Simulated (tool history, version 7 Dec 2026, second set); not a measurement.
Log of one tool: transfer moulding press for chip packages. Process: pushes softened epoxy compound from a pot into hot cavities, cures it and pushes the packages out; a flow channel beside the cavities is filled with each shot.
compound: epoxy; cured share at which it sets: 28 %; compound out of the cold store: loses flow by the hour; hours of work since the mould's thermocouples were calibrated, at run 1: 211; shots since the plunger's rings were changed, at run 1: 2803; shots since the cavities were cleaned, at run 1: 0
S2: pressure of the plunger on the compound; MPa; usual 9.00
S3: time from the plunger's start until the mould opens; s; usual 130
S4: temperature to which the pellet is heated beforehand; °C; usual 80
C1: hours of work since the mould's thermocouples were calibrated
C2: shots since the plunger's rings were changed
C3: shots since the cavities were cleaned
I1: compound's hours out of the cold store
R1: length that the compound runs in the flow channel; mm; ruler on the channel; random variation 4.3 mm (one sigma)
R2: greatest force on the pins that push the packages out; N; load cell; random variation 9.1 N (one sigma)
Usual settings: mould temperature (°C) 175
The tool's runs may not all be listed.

run 1 day=0.000 | mould_temperature_(°C)=175 S2=9.00 S3=130 S4=80 | C1=211 C2=2803 C3=0 | I1=36.8 | R1=571 R2=395
run 2 day=0.833 | mould_temperature_(°C)=175 S2=9.00 S3=130 S4=80 | C1=222 C2=2954 C3=151 | I1=32.7 | R1=584 R2=489
run 3 day=2.042 | mould_temperature_(°C)=175 S2=9.00 S3=130 S4=80 | C1=238 C2=3170 C3=367 | I1=21.9 | R1=610 R2=585
run 4 day=3.175 | mould_temperature_(°C)=175 S2=9.00 S3=130 S4=80 | C1=253 C2=3374 C3=571 | I1=38.4 | R1=550 R2=624
run 5 day=4.504 | mould_temperature_(°C)=175 S2=9.00 S3=130 S4=80 | C1=270 C2=3612 C3=809 | I1=25.5 | R1=591 R2=681
run 6 day=5.171 | mould_temperature_(°C)=177 S2=9.00 S3=130 S4=80 | C1=279 C2=3733 C3=930 | I1=21.8 | R1=596 R2=615
-- day=5.629 cavities cleaned with cleaning compound and waxed
run 7 day=5.933 | mould_temperature_(°C)=177 S2=9.00 S3=130 S4=77 | C1=288 C2=3858 C3=54 | I1=18.7 | R1=603 R2=416
run 8 day=6.550 | mould_temperature_(°C)=175 S2=9.00 S3=130 S4=80 | C1=296 C2=3969 C3=165 | I1=42.9 | R1=530 R2=477
run 9 day=7.471 | mould_temperature_(°C)=171 S2=9.00 S3=130 S4=80 | C1=308 C2=4134 C3=330 | I1=18.0 | R1=632 R2=748
run 10 day=8.596 | mould_temperature_(°C)=171 S2=9.00 S3=130 S4=80 | C1=323 C2=4337 C3=533 | I1=32.1 | R1=568 R2=766
run 11 day=9.762 | mould_temperature_(°C)=175 S2=9.00 S3=130 S4=80 | C1=338 C2=4546 C3=742 | I1=14.0 | R1=621 R2=665
run 12 day=10.329 | mould_temperature_(°C)=175 S2=9.00 S3=130 S4=80 | C1=345 C2=4648 C3=844 | I1=29.8 | R1=576 R2=637
run 13 day=10.958 | mould_temperature_(°C)=175 S2=9.00 S3=130 S4=80 | C1=354 C2=4761 C3=957 | I1=32.1 | R1=558 R2=649
-- day=11.200 cavities cleaned with cleaning compound and waxed
run 14 day=11.925 | mould_temperature_(°C)=175 S2=9.00 S3=130 S4=80 | C1=366 C2=4923 C3=130 | I1=15.6 | R1=616 R2=505
run 15 day=12.792 | mould_temperature_(°C)=175 S2=7.14 S3=130 S4=74 | C1=377 C2=5080 C3=287 | I1=37.1 | R1=475 R2=511
run 16 day=13.529 | mould_temperature_(°C)=175 S2=7.31 S3=141 S4=86 | C1=387 C2=5211 C3=418 | I1=43.6 | R1=460 R2=508
run 17 day=14.667 | mould_temperature_(°C)=175 S2=7.70 S3=141 S4=86 | C1=401 C2=5416 C3=623 | I1=14.6 | R1=560 R2=582
run 18 day=15.367 | mould_temperature_(°C)=175 S2=7.70 S3=141 S4=86 | C1=411 C2=5542 C3=749 | I1=40.9 | R1=485 R2=575
run 19 day=16.321 | mould_temperature_(°C)=175 S2=7.70 S3=141 S4=86 | C1=423 C2=5713 C3=920 | I1=27.5 | R1=521 R2=592
-- day=16.883 cavities cleaned with cleaning compound and waxed
run 20 day=17.371 | mould_temperature_(°C)=175 S2=7.70 S3=157 S4=71 | C1=436 C2=5891 C3=88 | I1=34.2 | R1=500 R2=376
run 21 day=18.450 | mould_temperature_(°C)=175 S2=7.70 S3=157 S4=71 | C1=450 C2=6085 C3=282 | I1=23.9 | R1=529 R2=457
run 22 day=19.229 | mould_temperature_(°C)=175 S2=7.70 S3=143 S4=74 | C1=460 C2=6225 C3=422 | I1=30.1 | R1=508 R2=525
run 23 day=20.138 | mould_temperature_(°C)=183 S2=9.00 S3=156 S4=80 | C1=472 C2=6388 C3=585 | I1=27.8 | R1=536 R2=471
-- day=21.167 mould's thermocouples calibrated
run 24 day=21.604 | mould_temperature_(°C)=183 S2=9.00 S3=156 S4=80 | C1=6 C2=6636 C3=833 | I1=39.1 | R1=491 R2=506
-- day=22.062 plunger's sealing rings changed
-- day=22.675 cavities cleaned with cleaning compound and waxed
run 25 day=22.883 | mould_temperature_(°C)=183 S2=9.00 S3=156 S4=78 | C1=20 C2=136 C3=37 | I1=25.3 | R1=613 R2=338

Hidden state at the last listed run before each entry between runs and at the first one after, where it differs:
Between runs 6 and 7: cavities cleaned with cleaning compound and waxed (day 5.629)
  true mould temperature over the reading, C: 0.23 -> 0.24; pressure that reaches the compound, % of what is set: 87.42 -> 86.97; grip of the stained cavities, % over clean ones': 63.8 -> 11.1
  measured less the result without the state, R1: -42 -> -45 mm; R2: +233 -> +38 N
Between runs 13 and 14: cavities cleaned with cleaning compound and waxed (day 11.200)
  true mould temperature over the reading, C: 0.34 -> 0.35; pressure that reaches the compound, % of what is set: 83.89 -> 83.34; grip of the stained cavities, % over clean ones': 64 -> 22.2
  measured less the result without the state, R1: -52 -> -59 mm; R2: +246 -> +84 N
Between runs 19 and 20: cavities cleaned with cleaning compound and waxed (day 16.883)
  true mould temperature over the reading, C: 0.43 -> 0.45; pressure that reaches the compound, % of what is set: 80.72 -> 80.16; grip of the stained cavities, % over clean ones': 64 -> 14.6
  measured less the result without the state, R1: -60 -> -60 mm; R2: +224 -> +45 N
Between runs 23 and 24: mould's thermocouples calibrated (day 21.167)
  true mould temperature over the reading, C: 0.5 -> 0.06; pressure that reaches the compound, % of what is set: 78.43 -> 77.6; grip of the stained cavities, % over clean ones': 53.5 -> 61.5
  measured less the result without the state, R1: -70 -> -67 mm; R2: +166 -> +191 N
Between runs 24 and 25: plunger's sealing rings changed (day 22.062); cavities cleaned with cleaning compound and waxed (day 22.675)
  true mould temperature over the reading, C: 0.06 -> 0.09; pressure that reaches the compound, % of what is set: 77.6 -> 98.74; grip of the stained cavities, % over clean ones': 61.5 -> 8.5
  measured less the result without the state, R1: -67 -> -4 mm; R2: +191 -> +27 N

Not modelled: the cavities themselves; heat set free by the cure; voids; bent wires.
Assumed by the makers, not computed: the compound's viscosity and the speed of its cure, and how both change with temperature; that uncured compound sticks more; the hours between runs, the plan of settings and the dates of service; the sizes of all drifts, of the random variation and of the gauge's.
